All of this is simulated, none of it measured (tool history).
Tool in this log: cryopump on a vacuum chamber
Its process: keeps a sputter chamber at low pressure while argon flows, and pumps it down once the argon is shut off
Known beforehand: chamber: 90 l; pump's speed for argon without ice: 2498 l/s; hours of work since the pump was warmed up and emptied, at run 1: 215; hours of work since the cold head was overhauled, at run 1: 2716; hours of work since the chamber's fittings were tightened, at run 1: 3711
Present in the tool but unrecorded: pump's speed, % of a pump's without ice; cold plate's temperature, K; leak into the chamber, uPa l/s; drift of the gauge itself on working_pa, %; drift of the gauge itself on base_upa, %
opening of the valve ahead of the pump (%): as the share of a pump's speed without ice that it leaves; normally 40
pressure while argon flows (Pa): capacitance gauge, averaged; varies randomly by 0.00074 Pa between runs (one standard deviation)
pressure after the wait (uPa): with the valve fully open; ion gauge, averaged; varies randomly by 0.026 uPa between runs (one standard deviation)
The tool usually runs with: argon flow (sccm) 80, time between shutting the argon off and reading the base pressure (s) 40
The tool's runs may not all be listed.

run    hour  argon flow (sccm)  time between shutting the argon off and reading the base pressure (s)  opening of the valve ahead of the pump (%)  hours of work since the pump was warmed up and emptied  hours of work since the cold head was overhauled  hours of work since the chamber's fittings were tightened  pressure while argon flows (Pa)  pressure after the wait (uPa)
  1       0                 80                                                                     40                                          40                                                     215                                              2716                                                       3711                           0.1451                           1.46
       52.6  -- leaking fittings of the chamber tightened, without venting
  2    75.1                 80                                                                     40                                          40                                                     271                                              2772                                                         17                           0.1479                           1.15
        156  -- pump warmed up, emptied and cooled again
  3   170.8                 80                                                                     40                                          40                                                      11                                              2841                                                         86                           0.1373                           1.14
  4   254.1                 80                                                                     40                                          40                                                      75                                              2905                                                        150                           0.1401                           1.17
  5   381.1                 80                                                                     89                                          40                                                     172                                              3002                                                        247                           0.1437                           0.65
  6   456.5                 80                                                                     89                                          40                                                     229                                              3059                                                        305                           0.1467                           0.63
  7   571.8                 80                                                                     89                                          20                                                     317                                              3147                                                        393                           0.2902                           0.63
      593.5  -- pump warmed up, emptied and cooled again
  8   648.2                 80                                                                     33                                          40                                                      42                                              3202                                                        447                           0.1386                           1.37
  9   770.8                 80                                                                     33                                          40                                                     135                                              3296                                                        541                           0.1423                           1.42
 10   848.3                 80                                                                     33                                          40                                                     195                                              3355                                                        600                           0.1458                           1.37
 11   905.9                 80                                                                     33                                          40                                                     239                                              3399                                                        644                             0.15                           1.43
 12    1015                 61                                                                     40                                          40                                                     322                                              3482                                                        727                           0.1173                           1.22
     1031.1  -- pump warmed up, emptied and cooled again
 13  1116.6                 61                                                                     40                                          40                                                      65                                              3556                                                        801                           0.1061                           1.15
 14  1221.8                 80                                                                     40                                          40                                                     146                                              3636                                                        881                           0.1426                            1.2
 15  1318.7                 80                                                                     40                                          40                                                     220                                              3710                                                        955                           0.1466                            1.2
 16  1384.4                 80                                                                     40                                          40                                                     270                                              3760                                                       1005                           0.1489                           1.22
     1468.1  -- pump warmed up, emptied and cooled again
 17  1501.7                 80                                                                     40                                          40                                                      26                                              3846                                                       1091                           0.1364                           1.23
 18  1559.5                120                                                                     40                                          19                                                      70                                              3890                                                       1135                           0.4311                           1.21
 19  1662.6                120                                                                     40                                          19                                                     149                                              3969                                                       1214                           0.4383                           1.23
 20  1767.3                 37                                                                    150                                          16                                                     228                                              4049                                                       1294                           0.1625                           0.59
 21  1884.4                 62                                                                    216                                          53                                                     318                                              4138                                                       1383                           0.0942                           0.46
     1908.8  -- pump warmed up, emptied and cooled again
 22  1956.8                131                                                                    216                                          56                                                      37                                              4190                                                       1435                           0.1641                           0.44
 23  2029.1                 80                                                                     98                                          17                                                      92                                              4245                                                       1490                           0.3257                           0.59
 24  2134.4                 80                                                                     98                                          17                                                     172                                              4325                                                       1570                           0.3278                           0.68
 25    2246                 80                                                                     98                                          17                                                     257                                              4410                                                       1655                           0.3334                           0.72
     2349.1  -- pump warmed up, emptied and cooled again
 26  2369.3                 80                                                                     98                                          17                                                      15                                              4501                                                       1746                           0.3188                           0.63
 27  2480.6                 80                                                                     26                                          22                                                     100                                              4586                                                       1831                           0.2486                           1.87
 28  2575.2                 80                                                                     26                                          22                                                     173                                              4658                                                       1903                           0.2566                           1.85
 29  2683.6                122                                                                     40                                          40                                                     255                                              4741                                                       1986                           0.2291                           1.34
 30  2766.8                148                                                                     36                                          55                                                     319                                              4804                                                       2049                           0.2163                           1.44
     2782.9  -- pump warmed up, emptied and cooled again
 31  2854.9                 80                                                                    169                                          25                                                      55                                              4868                                                       2113                           0.2207                           0.51
 32    2968                 77                                                                     35                                          25                                                     141                                              4954                                                       2199                           0.2178                           1.45
 33  3063.5                129                                                                     40                                          40                                                     214                                              5027                                                       2272                           0.2369                           1.34

5 ways to go on from here, each from the tool as it stands after run 33. What would each give?
  A  3130                 50                                                                     40                                          32                                                     265                                              5078                                                       2323                                ?                              ?
  B  3130                 48                                                                    173                                          25                                                     265                                              5078                                                       2323                                ?                              ?
  C  3130                 72                                                                     40                                          40                                                     265                                              5078                                                       2323                                ?                              ?
  D  3130                 83                                                                     40                                          40                                                     265                                              5078                                                       2323                                ?                              ?
  E  3130                 80                                                                    246                                          29                                                     265                                              5078                                                       2323                                ?                              ?

run  pressure while argon flows (Pa)  pressure after the wait (uPa)
  A                           0.1146                           1.31
  B                           0.1385                           0.57
  C                           0.1349                           1.33
  D                           0.1546                           1.36
  E                           0.2007                           0.51
Without the tool's unlogged condition, the same runs would have read:
run  pressure while argon flows (Pa)  pressure after the wait (uPa)
  A                           0.1052                            1.1
  B                           0.1294                           0.35
  C                           0.1213                           1.11
  D                            0.139                           1.14
  E                           0.1857                           0.29

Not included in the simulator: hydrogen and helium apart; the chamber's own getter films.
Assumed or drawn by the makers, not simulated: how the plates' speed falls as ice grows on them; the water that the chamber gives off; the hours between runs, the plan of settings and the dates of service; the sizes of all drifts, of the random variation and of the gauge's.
